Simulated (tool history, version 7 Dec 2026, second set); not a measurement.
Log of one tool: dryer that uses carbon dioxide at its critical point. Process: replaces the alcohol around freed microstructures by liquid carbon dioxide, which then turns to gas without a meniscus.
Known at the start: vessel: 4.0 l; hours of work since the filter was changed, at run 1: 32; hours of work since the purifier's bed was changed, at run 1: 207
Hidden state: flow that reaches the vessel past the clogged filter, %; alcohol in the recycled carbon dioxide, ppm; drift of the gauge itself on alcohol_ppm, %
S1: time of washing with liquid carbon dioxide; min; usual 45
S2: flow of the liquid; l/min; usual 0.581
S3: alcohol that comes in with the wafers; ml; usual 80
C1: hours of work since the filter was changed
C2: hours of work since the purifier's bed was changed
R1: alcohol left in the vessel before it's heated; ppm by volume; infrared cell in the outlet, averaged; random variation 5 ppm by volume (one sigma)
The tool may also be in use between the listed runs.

| run | hour | S1 | S2 | S3 | C1 | C2 | R1 |
|---|---|---|---|---|---|---|---|
| 1 | 0 | 45 | 0.581 | 80 | 32 | 207 | 71 |
| 2 | 9.3 | 45 | 0.771 | 80 | 35 | 210 | 34 |
| 3 | 25.5 | 69 | 0.581 | 80 | 41 | 216 | 33 |
| 4 | 43.3 | 69 | 0.581 | 80 | 47 | 222 | 32 |
| 5 | 59.9 | 69 | 0.581 | 80 | 53 | 228 | 30 |
| 6 | 68.6 | 32 | 0.581 | 80 | 56 | 231 | 281 |
| 7 | 77.8 | 32 | 0.581 | 80 | 59 | 234 | 287 |
| 8 | 94.4 | 45 | 0.581 | 80 | 65 | 240 | 78 |
| 9 | 110.8 | 41 | 0.581 | 80 | 71 | 245 | 113 |
| 10 | 126.9 | 45 | 0.581 | 33 | 77 | 251 | 57 |
| 11 | 143.7 | 45 | 0.581 | 33 | 83 | 257 | 49 |
| 12 | 155 | 68 | 0.581 | 80 | 87 | 261 | 35 |
| 13 | 171.8 | 39 | 0.817 | 80 | 92 | 267 | 47 |
| 14 | 189 | 59 | 0.455 | 60 | 98 | 273 | 60 |
| 15 | 205.5 | 45 | 0.581 | 113 | 104 | 279 | 106 |
| 16 | 221.5 | 45 | 0.581 | 113 | 110 | 284 | 106 |
| 17 | 234.7 | 41 | 0.929 | 24 | 115 | 289 | 32 |
| 18 | 247.8 | 29 | 0.534 | 24 | 119 | 294 | 202 |
| 19 | 259.3 | 45 | 0.352 | 88 | 123 | 298 | 573 |
| 20 | 270.6 | 56 | 0.352 | 88 | 127 | 302 | 233 |
| 21 | 283.9 | 47 | 0.461 | 85 | 132 | 306 | 171 |
| 22 | 293.4 | 47 | 0.461 | 85 | 135 | 310 | 184 |
| 23 | 310.2 | 47 | 0.461 | 85 | 141 | 315 | 176 |

Run 24 comes next. What will it give?
| 24 | 323.5 | 46 | 0.58 | 80 | 146 | 320 | ? |

R1: 88 ppm by volume
Without the tool's hidden state the same run would have given R1 40 ppm by volume.
